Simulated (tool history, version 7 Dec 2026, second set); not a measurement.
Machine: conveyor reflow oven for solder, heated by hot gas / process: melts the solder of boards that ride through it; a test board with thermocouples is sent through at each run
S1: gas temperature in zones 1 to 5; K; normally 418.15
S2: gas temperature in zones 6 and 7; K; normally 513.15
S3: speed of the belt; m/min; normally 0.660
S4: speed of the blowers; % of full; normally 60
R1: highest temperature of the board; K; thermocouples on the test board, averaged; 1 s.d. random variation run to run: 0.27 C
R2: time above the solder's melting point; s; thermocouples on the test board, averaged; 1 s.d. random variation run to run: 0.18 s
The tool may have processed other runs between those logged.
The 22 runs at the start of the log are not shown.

run	hour	S1	S2	S3	S4	R1	R2
23	1182.4	411.15	513.15	0.627	58	495.45	61.8
24	1241.5	411.15	513.15	0.627	58	495.25	61.9
25	1295.6	411.15	513.15	0.627	58	495.25	61.5
26	1360.0	420.15	523.15	0.627	71	508.15	72.8
27	1428.5	413.15	523.15	0.543	69	510.35	82.6
28	1501.8	413.15	518.15	0.599	82	504.95	72.1
29	1569.7	431.15	521.15	0.735	52	498.05	60.7
30	1623.2	431.15	521.15	0.735	52	497.65	60.6

What if the next run were any one of these 5? Each begins from the tool's condition after run 30:
A	1661.2	431.15	521.15	0.674	52	?	?
B	1661.2	418.15	503.15	0.660	60	?	?
C	1661.2	431.15	513.15	0.545	50	?	?
D	1661.2	418.15	501.15	0.660	53	?	?
E	1661.2	433.15	513.15	0.592	54	?	?

run	R1	R2
A	501.15	68.4
B	484.75	53.5
C	499.05	83.9
D	481.55	50.1
E	498.85	77.3
Without the tool's unlogged condition, the same runs would have read:
run	R1	R2
A	504.75	69.2
B	488.55	56.0
C	502.25	84.4
D	485.15	53.0
E	502.25	77.9

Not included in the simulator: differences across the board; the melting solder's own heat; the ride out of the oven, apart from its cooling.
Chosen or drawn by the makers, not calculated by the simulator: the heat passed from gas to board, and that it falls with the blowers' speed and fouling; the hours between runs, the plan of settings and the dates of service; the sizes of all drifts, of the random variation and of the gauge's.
